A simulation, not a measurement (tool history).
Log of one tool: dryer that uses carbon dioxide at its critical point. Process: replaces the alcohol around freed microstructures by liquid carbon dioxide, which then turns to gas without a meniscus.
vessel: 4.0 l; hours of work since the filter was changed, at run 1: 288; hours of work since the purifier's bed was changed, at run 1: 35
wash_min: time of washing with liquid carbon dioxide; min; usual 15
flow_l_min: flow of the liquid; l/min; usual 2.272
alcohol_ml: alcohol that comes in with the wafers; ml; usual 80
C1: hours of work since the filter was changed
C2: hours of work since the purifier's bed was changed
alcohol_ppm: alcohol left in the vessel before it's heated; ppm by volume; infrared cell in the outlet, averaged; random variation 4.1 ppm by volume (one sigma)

{"run": 1, "hour": 0.0, "wash_min": 15, "flow_l_min": 2.272, "alcohol_ml": 80, "C1": 288, "C2": 35, "alcohol_ppm": 18}
{"run": 2, "hour": 25.1, "wash_min": 15, "flow_l_min": 2.272, "alcohol_ml": 80, "C1": 300, "C2": 46, "alcohol_ppm": 26}
{"run": 3, "hour": 57.1, "wash_min": 15, "flow_l_min": 2.272, "alcohol_ml": 80, "C1": 315, "C2": 61, "alcohol_ppm": 19}
{"run": 4, "hour": 109.1, "wash_min": 15, "flow_l_min": 2.272, "alcohol_ml": 80, "C1": 339, "C2": 85, "alcohol_ppm": 22}
{"run": 5, "hour": 153.4, "wash_min": 15, "flow_l_min": 2.272, "alcohol_ml": 80, "C1": 359, "C2": 105, "alcohol_ppm": 24}
{"run": 6, "hour": 185.0, "wash_min": 15, "flow_l_min": 1.81, "alcohol_ml": 80, "C1": 374, "C2": 120, "alcohol_ppm": 68}
{"run": 7, "hour": 208.8, "wash_min": 15, "flow_l_min": 2.38, "alcohol_ml": 80, "C1": 385, "C2": 131, "alcohol_ppm": 11}
{"run": 8, "hour": 245.5, "wash_min": 15, "flow_l_min": 2.38, "alcohol_ml": 80, "C1": 402, "C2": 148, "alcohol_ppm": 27}
{"run": 9, "hour": 285.4, "wash_min": 15, "flow_l_min": 2.272, "alcohol_ml": 80, "C1": 420, "C2": 166, "alcohol_ppm": 12}
{"run": 10, "hour": 330.6, "wash_min": 15, "flow_l_min": 2.272, "alcohol_ml": 80, "C1": 441, "C2": 187, "alcohol_ppm": 30}
{"run": 11, "hour": 374.5, "wash_min": 15, "flow_l_min": 2.272, "alcohol_ml": 80, "C1": 461, "C2": 207, "alcohol_ppm": 32}
{"run": 12, "hour": 407.0, "wash_min": 16, "flow_l_min": 2.272, "alcohol_ml": 39, "C1": 476, "C2": 222, "alcohol_ppm": 25}
{"run": 13, "hour": 451.8, "wash_min": 16, "flow_l_min": 2.272, "alcohol_ml": 39, "C1": 497, "C2": 243, "alcohol_ppm": 25}
{"run": 14, "hour": 480.6, "wash_min": 16, "flow_l_min": 2.272, "alcohol_ml": 39, "C1": 510, "C2": 256, "alcohol_ppm": 23}
{"run": 15, "hour": 518.8, "wash_min": 15, "flow_l_min": 2.272, "alcohol_ml": 55, "C1": 527, "C2": 274, "alcohol_ppm": 26}
{"hour": 566.3, "done": "inlet filter changed"}
{"run": 16, "hour": 572.6, "wash_min": 21, "flow_l_min": 2.24, "alcohol_ml": 118, "C1": 3, "C2": 298, "alcohol_ppm": 22}
{"run": 17, "hour": 600.4, "wash_min": 21, "flow_l_min": 2.93, "alcohol_ml": 118, "C1": 16, "C2": 311, "alcohol_ppm": 20}
{"run": 18, "hour": 647.2, "wash_min": 12, "flow_l_min": 3.17, "alcohol_ml": 100, "C1": 37, "C2": 332, "alcohol_ppm": 25}
{"run": 19, "hour": 691.8, "wash_min": 9, "flow_l_min": 2.66, "alcohol_ml": 41, "C1": 58, "C2": 353, "alcohol_ppm": 70}
{"run": 20, "hour": 729.2, "wash_min": 12, "flow_l_min": 2.54, "alcohol_ml": 81, "C1": 75, "C2": 370, "alcohol_ppm": 47}
{"run": 21, "hour": 767.0, "wash_min": 13, "flow_l_min": 1.83, "alcohol_ml": 80, "C1": 92, "C2": 387, "alcohol_ppm": 130}

4 ways to go on from here, each from the tool as it stands after run 21. What would each give?
{"run": "A", "hour": 816.3, "wash_min": 11, "flow_l_min": 1.83, "alcohol_ml": 41, "C1": 115, "C2": 410, "alcohol_ppm": "?"}
{"run": "B", "hour": 816.3, "wash_min": 13, "flow_l_min": 2.95, "alcohol_ml": 80, "C1": 115, "C2": 410, "alcohol_ppm": "?"}
{"run": "C", "hour": 816.3, "wash_min": 11, "flow_l_min": 3.09, "alcohol_ml": 80, "C1": 115, "C2": 410, "alcohol_ppm": "?"}
{"run": "D", "hour": 816.3, "wash_min": 14, "flow_l_min": 1.83, "alcohol_ml": 47, "C1": 115, "C2": 410, "alcohol_ppm": "?"}

run=A alcohol_ppm=138
run=B alcohol_ppm=31
run=C alcohol_ppm=29
run=D alcohol_ppm=62
Without the tool's hidden state the same runs would have given:
run=A alcohol_ppm=109
run=B alcohol_ppm=11
run=C alcohol_ppm=8
run=D alcohol_ppm=38

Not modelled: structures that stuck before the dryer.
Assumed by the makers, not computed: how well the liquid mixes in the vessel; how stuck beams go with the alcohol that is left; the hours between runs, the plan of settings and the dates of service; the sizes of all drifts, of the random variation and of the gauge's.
